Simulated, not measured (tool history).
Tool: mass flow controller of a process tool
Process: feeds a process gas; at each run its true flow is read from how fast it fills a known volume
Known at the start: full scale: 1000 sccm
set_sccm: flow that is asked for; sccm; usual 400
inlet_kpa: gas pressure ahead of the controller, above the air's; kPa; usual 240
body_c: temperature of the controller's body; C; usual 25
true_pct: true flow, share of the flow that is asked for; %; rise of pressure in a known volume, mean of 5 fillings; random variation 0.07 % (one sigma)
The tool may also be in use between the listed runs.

run	hour	set_sccm	inlet_kpa	body_c	true_pct
1	0	400	240	25	98.07
2	194.6	677	240	25	99.57
3	414.5	400	251	25	98.2
4	587.4	400	240	25	98.24
5	723.3	400	240	25	98.19
6	882	400	207	25	97.9
7	1078.9	400	240	25	98.01
8	1308.8	400	240	25	98.05
9	1534.3	400	240	38	96.95
# hour 1555.6: controller's zero set anew
10	1650.7	400	240	38	96.15
11	1821.2	400	240	38	96.19
12	1965.7	400	240	38	96.1
13	2183.6	400	240	38	96.14
# hour 2205.1: controller's zero set anew, once more
14	2402.2	400	240	38	98.64
15	2560.3	103	146	21	98.25
16	2765	103	146	21	98.23
17	2906.8	103	264	33	97.46

Forecast run 18:
18	3039.6	626	248	31	?

Run 18 gave true_pct 100.16 %.
Without the tool's hidden state the same run would have given true_pct 98.42 %.

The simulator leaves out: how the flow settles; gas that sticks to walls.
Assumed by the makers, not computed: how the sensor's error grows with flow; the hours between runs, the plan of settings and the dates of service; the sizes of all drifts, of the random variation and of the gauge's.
